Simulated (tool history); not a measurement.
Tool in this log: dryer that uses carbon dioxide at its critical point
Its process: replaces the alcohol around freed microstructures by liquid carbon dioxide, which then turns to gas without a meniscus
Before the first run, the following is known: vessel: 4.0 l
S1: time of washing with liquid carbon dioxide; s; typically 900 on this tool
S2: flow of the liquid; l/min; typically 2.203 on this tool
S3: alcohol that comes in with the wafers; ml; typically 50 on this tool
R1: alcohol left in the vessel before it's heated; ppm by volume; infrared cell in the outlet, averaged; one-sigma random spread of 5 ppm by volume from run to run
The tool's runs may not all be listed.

run	hour	S1	S2	S3	R1
1	0.0	900	2.203	50	32
2	17.0	900	2.203	50	35
3	34.5	900	2.203	50	37
# hour 45.8: inlet filter changed
4	54.3	900	2.203	50	40
5	72.2	900	2.203	50	36
6	86.9	900	2.203	29	32
7	104.9	900	2.203	29	42
8	113.3	840	1.360	25	113
9	130.1	900	2.203	84	45
10	144.3	1020	2.750	21	36
11	157.4	1020	1.800	53	41
12	169.5	660	1.510	103	625
13	183.8	660	1.510	28	181
14	195.0	660	1.510	28	204

Results per run with the tool's hidden condition removed, run-to-run variation unchanged:
Unlogged tool condition in this case: flow that reaches the vessel past the clogged filter, %; alcohol in the recycled carbon dioxide, ppm; drift of the gauge itself on alcohol_ppm, %.
run	R1
1	4
2	6
3	8
4	15
5	11
6	5
7	15
8	82
9	17
10	8
11	13
12	565
13	144
14	164
